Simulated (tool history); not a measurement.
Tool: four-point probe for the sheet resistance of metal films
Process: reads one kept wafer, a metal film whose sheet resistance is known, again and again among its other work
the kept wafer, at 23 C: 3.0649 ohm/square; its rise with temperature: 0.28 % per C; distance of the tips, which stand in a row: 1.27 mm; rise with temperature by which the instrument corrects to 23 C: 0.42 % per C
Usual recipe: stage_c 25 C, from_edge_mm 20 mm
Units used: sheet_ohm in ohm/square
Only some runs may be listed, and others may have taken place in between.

run,day,stage_c,from_edge_mm,sheet_ohm
1,0.000,25,20,3.087463
2,2.496,25,20,3.088778
3,5.196,25,20,3.089191
4,6.379,25,20,3.089701
5,8.946,21,20,3.108296
6,10.542,25,20,3.091433
7,12.646,25,20,3.092360
8,15.438,25,7,3.141418
9,16.738,25,7,3.142024
10,18.479,25,20,3.095458
11,19.908,25,20,3.094659
12,21.117,25,20,3.095269
13,23.067,34,20,3.058976
14,25.383,25,20,3.097819
15,27.671,25,20,3.097713
16,29.608,25,20,3.099478
17,31.429,20,20,3.120833
18,33.708,20,20,3.122531
19,35.133,20,20,3.122077
20,37.200,20,20,3.124026
21,39.171,35,20,3.062398
22,40.658,35,20,3.062414
23,42.400,25,20,3.104256
24,43.588,22,6,3.184141
25,44.883,22,6,3.185205
26,46.767,21,28,3.120766
27,48.000,29,64,3.083531
28,49.475,29,25,3.088252
# day 50.888: new probe head fitted
29,51.104,29,25,3.044175
30,53.208,34,57,3.020613
31,55.638,32,5,3.130351
32,57.542,25,3,3.325618
33,58.721,29,6,3.115315
34,60.212,18,4,3.248666
35,62.175,18,4,3.249943
36,63.500,31,25,3.040556
37,65.562,19,4,3.245707
# day 67.221: stage's thermometer calibrated
38,68.446,18,17,3.107651
39,70.667,25,51,3.070289
40,72.000,19,9,3.127789
41,74.692,33,9,3.070826
42,77.392,30,20,3.057975
43,79.646,25,56,3.073487
44,81.612,29,56,3.057355
45,83.017,25,34,3.075826
46,85.575,33,9,3.074492

Table of differences, measured result less the result of that run with no hidden state. Run-to-run variation is the same in both. Gauge scatter possibly is not:
Hidden state present: inner tips' distance over the nominal, %; tips' flats over new ones', %; wafer's true temperature over the reading, C; drift of the gauge itself on sheet_ohm, %.
run,sheet_ohm
1,+0.024382
2,+0.025389
3,+0.026459
4,+0.026986
5,+0.028157
6,+0.028644
7,+0.029489
8,+0.031017
9,+0.031570
10,+0.031775
11,+0.032337
12,+0.032771
13,+0.033182
14,+0.034451
15,+0.035322
16,+0.036002
17,+0.036982
18,+0.037842
19,+0.038437
20,+0.039264
21,+0.039378
22,+0.039968
23,+0.041182
24,+0.042574
25,+0.043124
26,+0.043051
27,+0.043029
28,+0.043742
29,-0.000224
30,+0.000630
31,+0.001638
32,+0.002492
33,+0.002878
34,+0.003403
35,+0.004236
36,+0.004618
37,+0.005711
38,+0.011314
39,+0.012109
40,+0.012824
41,+0.013637
42,+0.014642
43,+0.015541
44,+0.016202
45,+0.016885
46,+0.017824

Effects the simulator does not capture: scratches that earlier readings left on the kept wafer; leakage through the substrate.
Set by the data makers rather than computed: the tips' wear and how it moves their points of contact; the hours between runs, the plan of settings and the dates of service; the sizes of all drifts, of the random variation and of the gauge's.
